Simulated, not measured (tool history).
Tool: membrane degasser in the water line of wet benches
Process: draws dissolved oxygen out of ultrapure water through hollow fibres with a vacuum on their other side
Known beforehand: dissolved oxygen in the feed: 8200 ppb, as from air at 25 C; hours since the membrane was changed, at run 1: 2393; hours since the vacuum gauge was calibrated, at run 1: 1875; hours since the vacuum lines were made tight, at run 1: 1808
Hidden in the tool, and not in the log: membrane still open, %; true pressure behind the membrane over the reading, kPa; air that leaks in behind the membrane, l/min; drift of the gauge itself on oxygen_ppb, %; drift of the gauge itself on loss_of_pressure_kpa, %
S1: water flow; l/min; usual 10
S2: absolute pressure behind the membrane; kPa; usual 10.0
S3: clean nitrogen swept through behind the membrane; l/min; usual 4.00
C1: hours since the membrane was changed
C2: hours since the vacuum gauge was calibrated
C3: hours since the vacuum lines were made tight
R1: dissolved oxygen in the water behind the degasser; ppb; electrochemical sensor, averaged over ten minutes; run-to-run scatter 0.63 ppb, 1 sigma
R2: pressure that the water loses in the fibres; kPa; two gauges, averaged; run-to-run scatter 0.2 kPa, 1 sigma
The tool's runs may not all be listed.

run,hour,S1,S2,S3,C1,C2,C3,R1,R2
1,0.0,10,10.0,4.00,2393,1875,1808,54.3,45.05
2,60.9,10,10.0,4.00,2454,1936,1869,55.5,45.33
3,102.2,10,10.0,4.00,2495,1977,1910,56.4,45.02
4,146.1,10,10.0,4.00,2539,2021,1954,56.5,44.67
5,198.3,10,10.0,4.64,2591,2073,2006,50.1,45.00
6,245.3,10,10.0,2.90,2638,2120,2053,71.6,45.09
7,285.3,10,10.0,4.00,2678,2160,2093,55.4,45.25
8,320.6,10,10.0,4.00,2713,2195,2128,55.1,45.23
9,377.7,7,10.0,4.00,2771,2253,2185,31.0,31.51
10,431.0,7,10.0,4.00,2824,2306,2239,31.4,31.79
11,473.3,10,10.0,2.08,2866,2348,2281,94.9,45.51
12,530.4,10,14.3,9.60,2923,2405,2338,42.6,45.48
13,590.1,10,11.0,4.64,2983,2465,2398,55.4,45.17
14,623.8,13,15.3,4.00,3017,2499,2432,148.5,59.04
15,664.7,11,9.0,2.26,3058,2540,2472,90.8,50.16
16,704.2,10,14.4,4.00,3097,2579,2512,84.7,45.34
17,749.3,13,14.4,4.00,3142,2624,2557,138.6,59.70
18,778.4,13,14.4,4.00,3171,2653,2586,140.6,59.18

The next listed run, before its measurement:
19,805.7,7,10.0,2.30,3199,2681,2613,?,?

For run 19 the tool returned R1 53.3 ppb, R2 31.79 kPa.
The same run, on a tool lacking any hidden state, would have yielded R1 53.3 ppb, R2 31.31 kPa.

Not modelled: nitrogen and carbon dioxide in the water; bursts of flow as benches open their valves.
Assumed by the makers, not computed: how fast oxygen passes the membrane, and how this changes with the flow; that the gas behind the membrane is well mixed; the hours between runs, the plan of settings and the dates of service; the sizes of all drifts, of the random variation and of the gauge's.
